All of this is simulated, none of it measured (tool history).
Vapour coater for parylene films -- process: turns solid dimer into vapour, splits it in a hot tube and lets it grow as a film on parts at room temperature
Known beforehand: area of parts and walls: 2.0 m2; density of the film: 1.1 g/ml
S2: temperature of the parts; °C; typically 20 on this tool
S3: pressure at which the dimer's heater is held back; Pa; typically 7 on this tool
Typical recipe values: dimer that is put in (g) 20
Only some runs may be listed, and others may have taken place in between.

{"run": 1, "day": 0.0, "dimer that is put in (g)": 20, "S2": 20, "S3": 7, "thickness of the film (nm)": 5680}
{"run": 2, "day": 0.55, "dimer that is put in (g)": 20, "S2": 20, "S3": 7, "thickness of the film (nm)": 5660}
{"run": 3, "day": 0.962, "dimer that is put in (g)": 20, "S2": 20, "S3": 7, "thickness of the film (nm)": 5590}
{"run": 4, "day": 1.288, "dimer that is put in (g)": 20, "S2": 20, "S3": 7, "thickness of the film (nm)": 5660}
{"run": 5, "day": 1.875, "dimer that is put in (g)": 28, "S2": 20, "S3": 7, "thickness of the film (nm)": 7970}
{"run": 6, "day": 2.512, "dimer that is put in (g)": 19, "S2": 20, "S3": 7, "thickness of the film (nm)": 5380}
{"run": 7, "day": 2.8, "dimer that is put in (g)": 19, "S2": 20, "S3": 7, "thickness of the film (nm)": 5410}
{"run": 8, "day": 3.408, "dimer that is put in (g)": 19, "S2": 20, "S3": 7, "thickness of the film (nm)": 5380}
{"run": 9, "day": 4.021, "dimer that is put in (g)": 19, "S2": 20, "S3": 7, "thickness of the film (nm)": 5340}
{"run": 10, "day": 4.475, "dimer that is put in (g)": 19, "S2": 20, "S3": 7, "thickness of the film (nm)": 5350}
{"run": 11, "day": 5.0, "dimer that is put in (g)": 20, "S2": 28, "S3": 7, "thickness of the film (nm)": 4990}
{"run": 12, "day": 5.462, "dimer that is put in (g)": 20, "S2": 28, "S3": 7, "thickness of the film (nm)": 5000}
{"run": 13, "day": 5.979, "dimer that is put in (g)": 20, "S2": 20, "S3": 6.52, "thickness of the film (nm)": 5680}
{"run": 14, "day": 6.475, "dimer that is put in (g)": 20, "S2": 20, "S3": 7, "thickness of the film (nm)": 5660}
{"run": 15, "day": 7.108, "dimer that is put in (g)": 20, "S2": 20, "S3": 7, "thickness of the film (nm)": 5570}
{"run": 16, "day": 7.554, "dimer that is put in (g)": 20, "S2": 20, "S3": 7, "thickness of the film (nm)": 5700}
{"run": 17, "day": 8.038, "dimer that is put in (g)": 20, "S2": 20, "S3": 7, "thickness of the film (nm)": 5670}
{"run": 18, "day": 8.675, "dimer that is put in (g)": 22, "S2": 20, "S3": 7, "thickness of the film (nm)": 6250}
{"run": 19, "day": 9.217, "dimer that is put in (g)": 22, "S2": 20, "S3": 7, "thickness of the film (nm)": 6250}
{"run": 20, "day": 9.538, "dimer that is put in (g)": 22, "S2": 20, "S3": 7, "thickness of the film (nm)": 6190}
{"run": 21, "day": 9.975, "dimer that is put in (g)": 20, "S2": 20, "S3": 7, "thickness of the film (nm)": 5640}
{"run": 22, "day": 10.45, "dimer that is put in (g)": 20, "S2": 20, "S3": 7, "thickness of the film (nm)": 5660}
{"run": 23, "day": 11.071, "dimer that is put in (g)": 20, "S2": 20, "S3": 7, "thickness of the film (nm)": 5690}
{"run": 24, "day": 11.458, "dimer that is put in (g)": 20, "S2": 20, "S3": 7, "thickness of the film (nm)": 5680}
{"run": 25, "day": 11.842, "dimer that is put in (g)": 19, "S2": 20, "S3": 7, "thickness of the film (nm)": 5360}
{"run": 26, "day": 12.475, "dimer that is put in (g)": 28, "S2": 28, "S3": 11.13, "thickness of the film (nm)": 6240}
{"run": 27, "day": 12.775, "dimer that is put in (g)": 28, "S2": 28, "S3": 11.13, "thickness of the film (nm)": 6310}
{"run": 28, "day": 13.425, "dimer that is put in (g)": 20, "S2": 20, "S3": 3.41, "thickness of the film (nm)": 6590}
{"run": 29, "day": 13.829, "dimer that is put in (g)": 20, "S2": 20, "S3": 3.41, "thickness of the film (nm)": 6620}
{"run": 30, "day": 14.454, "dimer that is put in (g)": 10, "S2": 20, "S3": 7, "thickness of the film (nm)": 2820}
{"run": 31, "day": 14.812, "dimer that is put in (g)": 10, "S2": 20, "S3": 7, "thickness of the film (nm)": 2820}
{"run": 32, "day": 15.142, "dimer that is put in (g)": 31, "S2": 18, "S3": 2.39, "thickness of the film (nm)": 11310}
{"run": 33, "day": 15.617, "dimer that is put in (g)": 10, "S2": 20, "S3": 7, "thickness of the film (nm)": 2810}
{"run": 34, "day": 16.204, "dimer that is put in (g)": 20, "S2": 29, "S3": 6.36, "thickness of the film (nm)": 5020}
{"run": 35, "day": 16.8, "dimer that is put in (g)": 20, "S2": 17, "S3": 6.36, "thickness of the film (nm)": 6000}
{"run": 36, "day": 17.092, "dimer that is put in (g)": 20, "S2": 17, "S3": 6.36, "thickness of the film (nm)": 6050}
{"run": 37, "day": 17.55, "dimer that is put in (g)": 22, "S2": 17, "S3": 6.03, "thickness of the film (nm)": 6710}
{"run": 38, "day": 18.125, "dimer that is put in (g)": 15, "S2": 17, "S3": 7.75, "thickness of the film (nm)": 4400}
{"run": 39, "day": 18.542, "dimer that is put in (g)": 15, "S2": 17, "S3": 7.75, "thickness of the film (nm)": 4350}
{"run": 40, "day": 18.85, "dimer that is put in (g)": 15, "S2": 30, "S3": 7.75, "thickness of the film (nm)": 3500}
{"run": 41, "day": 19.246, "dimer that is put in (g)": 15, "S2": 30, "S3": 7.75, "thickness of the film (nm)": 3520}
{"run": 42, "day": 19.55, "dimer that is put in (g)": 34, "S2": 15, "S3": 7, "thickness of the film (nm)": 10460}
{"run": 43, "day": 19.846, "dimer that is put in (g)": 20, "S2": 15, "S3": 5.83, "thickness of the film (nm)": 6500}
{"run": 44, "day": 20.329, "dimer that is put in (g)": 29, "S2": 16, "S3": 2.77, "thickness of the film (nm)": 10670}
{"run": 45, "day": 20.896, "dimer that is put in (g)": 9, "S2": 17, "S3": 2.77, "thickness of the film (nm)": 3260}
{"run": 46, "day": 21.438, "dimer that is put in (g)": 11, "S2": 18, "S3": 7.72, "thickness of the film (nm)": 3130}

Branching from run 46: 4 alternative next runs. What would each branch give?
{"run": "A", "day": 21.712, "dimer that is put in (g)": 11, "S2": 14, "S3": 10.93, "thickness of the film (nm)": "?"}
{"run": "B", "day": 21.712, "dimer that is put in (g)": 27, "S2": 20, "S3": 7, "thickness of the film (nm)": "?"}
{"run": "C", "day": 21.712, "dimer that is put in (g)": 11, "S2": 15, "S3": 7, "thickness of the film (nm)": "?"}
{"run": "D", "day": 21.712, "dimer that is put in (g)": 30, "S2": 21, "S3": 7.72, "thickness of the film (nm)": "?"}

run=A thickness_of_the_film_(nm)=3110
run=B thickness_of_the_film_(nm)=7590
run=C thickness_of_the_film_(nm)=3410
run=D thickness_of_the_film_(nm)=8130
Had the tool no hidden state, the same runs would have come out as:
run=A thickness_of_the_film_(nm)=3120
run=B thickness_of_the_film_(nm)=7610
run=C thickness_of_the_film_(nm)=3420
run=D thickness_of_the_film_(nm)=8150
